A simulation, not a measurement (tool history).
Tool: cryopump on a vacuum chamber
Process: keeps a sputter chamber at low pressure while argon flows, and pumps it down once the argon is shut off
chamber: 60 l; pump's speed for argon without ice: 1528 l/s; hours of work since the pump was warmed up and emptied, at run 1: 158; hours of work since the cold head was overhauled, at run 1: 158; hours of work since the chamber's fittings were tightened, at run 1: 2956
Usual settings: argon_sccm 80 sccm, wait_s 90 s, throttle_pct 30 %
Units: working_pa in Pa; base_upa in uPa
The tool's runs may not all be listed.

run,hour,argon_sccm,wait_s,throttle_pct,hours of work since the pump was warmed up and emptied,hours of work since the cold head was overhauled,hours of work since the chamber's fittings were tightened,working_pa,base_upa
1,0.0,80,90,30,158,158,2956,0.3006,2.99
2,7.3,80,90,30,162,162,2960,0.2969,3.04
3,14.4,80,90,30,165,165,2964,0.3002,2.94
4,25.8,52,90,30,171,171,2970,0.1946,2.85
5,35.3,52,90,30,176,176,2974,0.1954,2.98
6,46.6,80,90,30,182,182,2980,0.3002,2.95
7,54.1,80,90,30,186,186,2984,0.2991,2.98
8,67.5,37,90,30,193,193,2991,0.1379,3.01
9,76.7,37,90,30,198,198,2996,0.1393,2.96
10,88.1,80,90,35,204,204,3002,0.2576,2.92
11,94.8,77,90,35,207,207,3005,0.2499,3.04
12,101.3,80,90,30,211,211,3009,0.3023,3.06
13,111.5,80,90,30,216,216,3014,0.3006,3.06
14,121.0,80,194,30,221,221,3019,0.3029,2.52
15,132.3,159,194,30,227,227,3025,0.6014,2.54
16,146.1,80,37,30,234,234,3032,0.3018,4.19
17,156.3,80,90,49,239,239,3037,0.1885,3.02
18,165.1,57,26,50,244,244,3042,0.1300,5.26
19,177.7,85,90,35,250,250,3048,0.2747,3.15
20,191.6,43,31,17,257,257,3056,0.2822,4.87
21,203.0,145,207,30,263,263,3062,0.5470,2.50
22,215.0,145,207,30,270,270,3068,0.5466,2.65
23,226.6,80,90,41,276,276,3074,0.2235,3.06
24,233.2,35,183,58,279,279,3077,0.0707,2.72
25,245.8,35,183,58,286,286,3084,0.0698,2.66
26,253.5,35,183,58,290,290,3088,0.0700,2.69
27,267.5,113,43,39,297,297,3095,0.3301,4.16
28,274.0,88,90,24,300,300,3098,0.4145,3.14
29,283.9,153,29,18,305,305,3104,0.9573,5.00
30,296.0,40,90,30,312,312,3110,0.1507,3.19
31,303.6,96,55,33,316,316,3114,0.3326,3.74
32,312.2,115,188,59,320,320,3118,0.2274,2.70
33,320.8,63,21,25,325,325,3123,0.2867,5.73

Measured less the same run without the tool's hidden state. The same run-to-run variation is in both; the gauge's scatter may not be:
The hidden state here: pump's speed, % of a pump's without ice; cold plate's temperature, K; leak into the chamber, uPa l/s; drift of the gauge itself on working_pa, %; drift of the gauge itself on base_upa, %.
run,working_pa,base_upa
1,+0.0045,+1.89
2,+0.0045,+1.91
3,+0.0046,+1.85
4,+0.0031,+1.83
5,+0.0032,+1.89
6,+0.0050,+1.89
7,+0.0051,+1.91
8,+0.0024,+1.92
9,+0.0025,+1.87
10,+0.0055,+1.88
11,+0.0054,+1.94
12,+0.0058,+1.95
13,+0.0059,+1.96
14,+0.0060,+1.94
15,+0.0123,+1.96
16,+0.0063,+1.91
17,+0.0065,+1.96
18,+0.0047,+2.00
19,+0.0071,+2.01
20,+0.0037,+2.03
21,+0.0128,+1.95
22,+0.0130,+2.05
23,+0.0074,+1.99
24,+0.0033,+2.06
25,+0.0034,+2.03
26,+0.0034,+2.01
27,+0.0112,+2.06
28,+0.0088,+2.05
29,+0.0157,+2.05
30,+0.0041,+2.08
31,+0.0102,+2.06
32,+0.0123,+2.07
33,+0.0069,+1.95
